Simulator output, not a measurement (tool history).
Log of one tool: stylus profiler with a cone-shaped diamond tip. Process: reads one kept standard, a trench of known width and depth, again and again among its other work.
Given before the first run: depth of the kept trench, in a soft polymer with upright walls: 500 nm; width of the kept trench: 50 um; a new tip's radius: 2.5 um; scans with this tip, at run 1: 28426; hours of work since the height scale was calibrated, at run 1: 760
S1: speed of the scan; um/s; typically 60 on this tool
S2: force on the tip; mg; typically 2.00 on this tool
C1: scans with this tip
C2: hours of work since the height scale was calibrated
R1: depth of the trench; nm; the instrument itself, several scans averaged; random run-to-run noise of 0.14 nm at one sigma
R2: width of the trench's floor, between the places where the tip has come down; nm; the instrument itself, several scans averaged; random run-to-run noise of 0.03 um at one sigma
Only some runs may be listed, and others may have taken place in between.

Run 1, hour 0.0: usual settings; C1 28426; C2 760. Result: R1 503.86 nm, R2 46810 nm.
Run 2, hour 57.4: usual settings but S2 2.19 mg; C1 28853; C2 797. Result: R1 503.52 nm, R2 46790 nm.
Run 3, hour 156.2: usual settings but S1 76 um/s; C1 29587; C2 862. Result: R1 503.93 nm, R2 46740 nm.
Run 4, hour 230.4: usual settings but S1 76 um/s; C1 30139; C2 910. Result: R1 503.55 nm, R2 46750 nm.
Run 5, hour 282.8: usual settings but S1 76 um/s; C1 30528; C2 944. Result: R1 503.66 nm, R2 46720 nm.
Run 6, hour 360.8: usual settings but S1 76 um/s; C1 31107; C2 995. Result: R1 503.53 nm, R2 46800 nm.
Run 7, hour 448.8: usual settings but S1 76 um/s; C1 31761; C2 1053. Result: R1 503.46 nm, R2 46740 nm.
Run 8, hour 509.5: usual settings but S1 76 um/s, S2 0.73 mg; C1 32212; C2 1092. Result: R1 501.62 nm, R2 46560 nm.
Run 9, hour 578.2: usual settings but S2 5.56 mg; C1 32723; C2 1137. Result: R1 506.79 nm, R2 46900 nm.
Run 10, hour 643.6: usual settings but S1 45 um/s, S2 3.65 mg; C1 33208; C2 1180. Result: R1 505.39 nm, R2 46850 nm.
Run 11, hour 715.0: usual settings but S1 140 um/s, S2 2.35 mg; C1 33739; C2 1226. Result: R1 504.05 nm, R2 46580 nm.
Run 12, hour 794.3: usual settings but S1 140 um/s, S2 2.35 mg; C1 34328; C2 1278. Result: R1 503.93 nm, R2 46530 nm.

Pick out some run-to-run changes in R2. Of each, how much would a tool without hidden state show as well, from the settings, what came in and chance, and how much is left for the hidden state and any gauge scatter not in both results compared?
The hidden state here: radius of the tip, um; height scale over the true one, %; drift of the gauge itself on depth_nm, %; drift of the gauge itself on floor_um, %.
Run 8 -> 9: S1 76 -> 60, S2 0.73 -> 5.56. R2 +340 nm: hidden state +0, all else +340.
Run 9 -> 10: S1 60 -> 45, S2 5.56 -> 3.65. R2 -50 nm: hidden state -10, all else -40.
